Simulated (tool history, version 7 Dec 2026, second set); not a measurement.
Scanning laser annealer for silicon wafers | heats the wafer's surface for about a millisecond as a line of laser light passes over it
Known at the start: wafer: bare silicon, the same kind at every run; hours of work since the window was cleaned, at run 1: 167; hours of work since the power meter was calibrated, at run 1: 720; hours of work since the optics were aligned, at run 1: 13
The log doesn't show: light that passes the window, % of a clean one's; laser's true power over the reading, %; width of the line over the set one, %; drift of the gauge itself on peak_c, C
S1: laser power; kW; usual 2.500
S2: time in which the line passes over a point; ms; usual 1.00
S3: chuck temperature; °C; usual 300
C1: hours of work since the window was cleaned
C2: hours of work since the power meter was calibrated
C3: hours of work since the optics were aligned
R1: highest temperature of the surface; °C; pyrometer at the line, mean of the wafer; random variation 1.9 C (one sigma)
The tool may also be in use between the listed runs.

run 1 day=0.000 | S1=2.500 S2=1.00 S3=300 | C1=167 C2=720 C3=13 | R1=1070
run 2 day=1.358 | S1=2.500 S2=1.00 S3=300 | C1=181 C2=734 C3=28 | R1=1068
run 3 day=3.046 | S1=2.500 S2=1.00 S3=300 | C1=199 C2=752 C3=45 | R1=1068
run 4 day=5.112 | S1=2.500 S2=1.00 S3=300 | C1=221 C2=773 C3=67 | R1=1067
run 5 day=7.375 | S1=2.500 S2=1.00 S3=300 | C1=244 C2=797 C3=91 | R1=1067
run 6 day=8.300 | S1=2.500 S2=1.00 S3=300 | C1=254 C2=807 C3=101 | R1=1062
run 7 day=9.558 | S1=2.458 S2=1.00 S3=300 | C1=267 C2=820 C3=114 | R1=1048
run 8 day=10.729 | S1=2.458 S2=1.00 S3=300 | C1=280 C2=832 C3=126 | R1=1047
run 9 day=12.554 | S1=2.458 S2=1.00 S3=300 | C1=299 C2=852 C3=145 | R1=1049
run 10 day=14.196 | S1=2.593 S2=1.00 S3=300 | C1=316 C2=869 C3=163 | R1=1083
run 11 day=15.500 | S1=2.593 S2=1.00 S3=300 | C1=330 C2=883 C3=176 | R1=1085
run 12 day=17.488 | S1=2.593 S2=1.00 S3=300 | C1=351 C2=903 C3=197 | R1=1081
run 13 day=18.604 | S1=2.500 S2=1.00 S3=300 | C1=362 C2=915 C3=209 | R1=1053
run 14 day=20.312 | S1=2.500 S2=1.00 S3=300 | C1=380 C2=933 C3=227 | R1=1052
-- day=21.442 window over the wafer cleaned
run 15 day=22.146 | S1=2.500 S2=1.00 S3=300 | C1=7 C2=952 C3=245 | R1=1088
run 16 day=23.167 | S1=2.500 S2=1.00 S3=300 | C1=18 C2=962 C3=256 | R1=1086
run 17 day=24.612 | S1=2.500 S2=1.00 S3=300 | C1=33 C2=978 C3=271 | R1=1085
run 18 day=26.354 | S1=2.500 S2=1.00 S3=330 | C1=52 C2=996 C3=290 | R1=1115
run 19 day=27.421 | S1=2.500 S2=1.00 S3=330 | C1=63 C2=1007 C3=301 | R1=1111
-- day=27.829 optics aligned, line set to its width
run 20 day=29.667 | S1=2.500 S2=0.96 S3=300 | C1=84 C2=1028 C3=19 | R1=1061
run 21 day=30.775 | S1=2.575 S2=1.03 S3=311 | C1=96 C2=1040 C3=31 | R1=1123
run 22 day=32.021 | S1=2.403 S2=1.24 S3=311 | C1=109 C2=1053 C3=44 | R1=1160

Forecast run 23:
run 23 day=33.579 | S1=2.570 S2=0.76 S3=338 | C1=125 C2=1070 C3=60 | R1=?

Run 23 gave R1 1015 °C.
Without the tool's hidden state the same run would have given R1 1029 °C.

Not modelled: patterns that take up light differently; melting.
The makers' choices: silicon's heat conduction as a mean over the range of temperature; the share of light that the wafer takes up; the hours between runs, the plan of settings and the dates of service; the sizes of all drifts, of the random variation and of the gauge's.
